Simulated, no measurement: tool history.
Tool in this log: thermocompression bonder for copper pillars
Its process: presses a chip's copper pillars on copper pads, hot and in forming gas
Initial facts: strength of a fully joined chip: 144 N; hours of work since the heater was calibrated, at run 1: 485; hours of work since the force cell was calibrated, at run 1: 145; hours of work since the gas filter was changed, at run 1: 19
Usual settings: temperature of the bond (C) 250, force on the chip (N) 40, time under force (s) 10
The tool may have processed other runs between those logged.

run,hour,temperature of the bond (C),force on the chip (N),time under force (s),hours of work since the heater was calibrated,hours of work since the force cell was calibrated,hours of work since the gas filter was changed,force that shears a chip off (N)
1,0,250,40,10,485,145,19,62.5
2,32.4,250,48,10,500,159,33,69.2
3,65.6,250,40,10,515,174,48,62.7
4,103.9,250,40,10,532,192,65,64.2
5,142,250,40,10,549,209,83,62.6
6,174.7,250,27,10,564,223,97,50.4
7,221.9,250,40,13,585,244,118,67.6
8,264.8,250,40,13,604,264,138,68.8
9,303.9,250,55,10,622,281,155,73
10,345.6,250,40,24,640,300,174,83.9
11,368,250,25,24,650,310,184,67.2
12,396.6,250,25,24,663,323,197,65.5
13,422,250,25,24,674,334,208,66
14,454.2,250,25,24,689,349,223,65.4
15,491.7,250,48,24,706,365,239,89.6
16,527,246,48,24,722,381,255,83.8
17,550,246,48,24,732,392,266,85.9
18,587.9,250,30,10,749,409,283,53.5
19,625.2,250,53,10,766,425,299,70.7
20,660.8,250,53,10,782,441,315,70
21,705.6,221,53,23,802,461,335,58.5
22,750.4,229,25,10,822,481,355,30.5
23,774.6,229,25,10,833,492,366,29.8
24,801.6,223,28,18,845,504,378,37.8
25,833.7,261,32,11,859,519,393,66
26,870.5,261,32,11,876,535,409,64.6
27,892.6,264,51,11,886,545,419,84.2
# hour 925: forming gas filter changed
28,934.4,251,31,10,904,564,4,54.1
29,956,251,31,10,914,573,14,54.5
30,983.7,250,31,12,926,586,26,57.6
31,1021.3,246,53,9,943,603,43,65.3
32,1053,276,53,9,957,617,57,97.1
33,1080.2,250,59,21,969,629,70,94.4
34,1118.6,223,40,5,987,646,87,27.5
35,1150.2,223,40,5,1001,661,101,27.4
36,1176,228,45,7,1012,672,113,37.9
37,1202.7,228,45,7,1024,684,125,37.7
38,1241.2,250,40,28,1042,701,142,89.4
39,1274.9,234,40,28,1057,716,157,67.2

Take each entry between the runs: how does the hidden state at the last listed run before it differ from the hidden state at the first listed run after it?
In the gap between runs 27 and 28: forming gas filter changed (hour 925)
  true temperature of the bond over the reading, C: -4.2 -> -4.3; force that reaches the chip, % of what is set: 105.4 -> 105.5; oxide that the forming gas leaves, % of the face: 4.42 -> 0.56
  difference, measured minus the result without the unlogged condition, force that shears a chip off (N): -6.1 -> -2.4
